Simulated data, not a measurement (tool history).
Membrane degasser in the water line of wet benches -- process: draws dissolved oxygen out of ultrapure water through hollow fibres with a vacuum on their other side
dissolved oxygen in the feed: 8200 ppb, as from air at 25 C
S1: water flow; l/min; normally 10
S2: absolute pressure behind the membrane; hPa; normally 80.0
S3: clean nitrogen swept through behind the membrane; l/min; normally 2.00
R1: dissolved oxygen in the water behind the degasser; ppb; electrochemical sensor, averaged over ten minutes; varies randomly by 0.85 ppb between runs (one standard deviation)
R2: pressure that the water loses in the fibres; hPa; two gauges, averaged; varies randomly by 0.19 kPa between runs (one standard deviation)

Run 1, hour 0.0: usual settings. Result: R1 85.5 ppb, R2 418.7 hPa.
Run 2, hour 130.3: usual settings. Result: R1 87.8 ppb, R2 415.8 hPa.
Run 3, hour 277.8: usual settings. Result: R1 87.1 ppb, R2 416.2 hPa.
Run 4, hour 404.9: usual settings but S2 155.5 hPa. Result: R1 180.1 ppb, R2 412.3 hPa.
Run 5, hour 601.6: usual settings but S2 109.9 hPa. Result: R1 124.5 ppb, R2 418.9 hPa.
Run 6, hour 800.1: usual settings but S2 109.9 hPa. Result: R1 124.7 ppb, R2 418.3 hPa.
Run 7, hour 921.7: usual settings but S2 109.9 hPa. Result: R1 124.1 ppb, R2 418.5 hPa.
Run 8, hour 1058.1: usual settings. Result: R1 89.4 ppb, R2 421.0 hPa.
Run 9, hour 1201.7: usual settings but S2 58.3 hPa. Result: R1 62.8 ppb, R2 421.3 hPa.
Run 10, hour 1329.3: usual settings but S3 2.11 l/min. Result: R1 85.9 ppb, R2 419.9 hPa.
Run 11, hour 1511.1: usual settings but S3 5.06 l/min. Result: R1 53.1 ppb, R2 421.5 hPa.
Run 12, hour 1701.4: usual settings but S3 4.17 l/min. Result: R1 59.0 ppb, R2 417.5 hPa.
Run 13, hour 1898.5: usual settings. Result: R1 89.1 ppb, R2 416.7 hPa.
Run 14, hour 1989.0: usual settings but S3 0.88 l/min. Result: R1 163.3 ppb, R2 424.8 hPa.
Run 15, hour 2128.7: usual settings but S3 4.87 l/min. Result: R1 55.3 ppb, R2 422.8 hPa.
Run 16, hour 2258.3: usual settings but S3 4.87 l/min. Result: R1 53.6 ppb, R2 422.2 hPa.
Run 17, hour 2365.1: usual settings but S1 15 l/min, S2 172.4 hPa, S3 0.88 l/min. Result: R1 593.0 ppb, R2 636.2 hPa.
Run 18, hour 2506.8: usual settings but S1 13 l/min, S2 70.2 hPa, S3 1.08 l/min. Result: R1 177.5 ppb, R2 553.1 hPa.
Run 19, hour 2654.4: usual settings but S2 68.6 hPa, S3 4.04 l/min. Result: R1 51.7 ppb, R2 420.5 hPa.
Run 20, hour 2847.3: usual settings but S2 161.1 hPa, S3 3.05 l/min. Result: R1 136.6 ppb, R2 422.6 hPa.
Run 21, hour 2933.4: usual settings but S2 161.1 hPa, S3 3.05 l/min. Result: R1 135.8 ppb, R2 422.3 hPa.
Run 22, hour 3050.7: usual settings but S2 161.1 hPa, S3 3.05 l/min. Result: R1 135.1 ppb, R2 421.8 hPa.
Run 23, hour 3231.8: usual settings but S1 6 l/min, S3 3.68 l/min. Result: R1 22.9 ppb, R2 257.0 hPa.
Run 24, hour 3349.1: usual settings but S1 6 l/min, S2 107.6 hPa, S3 3.68 l/min. Result: R1 34.8 ppb, R2 257.3 hPa.
Run 25, hour 3445.2: usual settings but S1 6 l/min, S2 107.6 hPa, S3 3.68 l/min. Result: R1 35.6 ppb, R2 254.3 hPa.
Run 26, hour 3624.4: usual settings but S1 7 l/min, S2 172.3 hPa. Result: R1 131.4 ppb, R2 298.0 hPa.
Run 27, hour 3783.1: usual settings but S1 6 l/min, S2 82.1 hPa. Result: R1 41.7 ppb, R2 258.7 hPa.
Run 28, hour 3944.6: usual settings but S1 15 l/min. Result: R1 199.7 ppb, R2 636.6 hPa.
Run 29, hour 4091.0: usual settings but S2 86.3 hPa, S3 3.41 l/min. Result: R1 70.8 ppb, R2 425.2 hPa.
Run 30, hour 4230.9: usual settings but S1 14 l/min, S2 80.5 hPa, S3 1.64 l/min. Result: R1 193.5 ppb, R2 594.8 hPa.
Run 31, hour 4333.5: usual settings but S1 13 l/min, S2 119.1 hPa, S3 3.53 l/min. Result: R1 155.8 ppb, R2 553.5 hPa.
Run 32, hour 4469.5: usual settings but S1 14 l/min, S3 1.28 l/min. Result: R1 216.3 ppb, R2 596.2 hPa.

Put back what was entered between runs (1 entry, withheld): which listed runs does each sit between, and how does the hidden state differ from the listed run before to the listed run after?
Logged between run 16 and run 17: vacuum gauge calibrated (hour 2270.2)
  membrane still open, %: 95.2 -> 95.1; true pressure behind the membrane over the reading, kPa: 0.26 -> 0; air that leaks in behind the membrane, l/min: 0.0081 -> 0.0082
  measured less the result without the state, R1: +8.6 -> +22.6 ppb; R2: +20.3 -> +30.8 hPa
